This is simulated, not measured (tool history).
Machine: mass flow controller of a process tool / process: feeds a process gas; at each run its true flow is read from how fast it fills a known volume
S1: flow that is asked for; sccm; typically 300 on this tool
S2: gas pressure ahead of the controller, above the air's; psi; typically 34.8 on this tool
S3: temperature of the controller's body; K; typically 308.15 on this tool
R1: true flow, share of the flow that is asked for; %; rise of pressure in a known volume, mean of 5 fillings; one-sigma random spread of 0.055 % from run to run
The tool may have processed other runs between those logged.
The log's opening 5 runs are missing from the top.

run 6 hour=1353.3 | S1=300 S2=34.8 S3=295.15 | R1=98.75
-- hour=1434.7 controller exchanged for a calibrated one
run 7 hour=1574.5 | S1=86 S2=34.8 S3=308.15 | R1=98.01
run 8 hour=1876.4 | S1=86 S2=34.8 S3=308.15 | R1=98
run 9 hour=2242.3 | S1=300 S2=34.8 S3=308.15 | R1=99.48
run 10 hour=2526.4 | S1=300 S2=34.8 S3=308.15 | R1=99.49
run 11 hour=2705.8 | S1=300 S2=22.6 S3=308.15 | R1=98.95
run 12 hour=2954.5 | S1=300 S2=22.6 S3=308.15 | R1=98.87
run 13 hour=3301 | S1=286 S2=34.8 S3=308.15 | R1=99.45
run 14 hour=3573.6 | S1=286 S2=34.8 S3=308.15 | R1=99.31
run 15 hour=3952.5 | S1=286 S2=34.8 S3=308.15 | R1=99.37
run 16 hour=4147.9 | S1=286 S2=34.8 S3=308.15 | R1=99.32
run 17 hour=4520.4 | S1=286 S2=34.8 S3=308.15 | R1=99.37
run 18 hour=4955.2 | S1=286 S2=34.8 S3=308.15 | R1=99.45
run 19 hour=5198 | S1=286 S2=34.8 S3=308.15 | R1=99.27
run 20 hour=5518.9 | S1=286 S2=34.8 S3=308.15 | R1=99.42
run 21 hour=5851.2 | S1=300 S2=27.3 S3=301.15 | R1=98.83
run 22 hour=6289.1 | S1=61 S2=37.1 S3=297.15 | R1=97.26
run 23 hour=6574.2 | S1=61 S2=37.1 S3=297.15 | R1=97.32
run 24 hour=6887.3 | S1=146 S2=24.2 S3=297.15 | R1=97.41
run 25 hour=7112.6 | S1=284 S2=23.4 S3=312.15 | R1=99.04
run 26 hour=7462.3 | S1=112 S2=23.4 S3=312.15 | R1=97.91
run 27 hour=7808 | S1=241 S2=34.8 S3=308.15 | R1=99.15

What will run 28 give?
run 28 hour=8057.1 | S1=352 S2=33.6 S3=312.15 | R1=?

{"run 28": {"R1": 99.92}}
Were there no unlogged condition in the tool, this run, its random variation unchanged, would have produced R1 99.92 %.

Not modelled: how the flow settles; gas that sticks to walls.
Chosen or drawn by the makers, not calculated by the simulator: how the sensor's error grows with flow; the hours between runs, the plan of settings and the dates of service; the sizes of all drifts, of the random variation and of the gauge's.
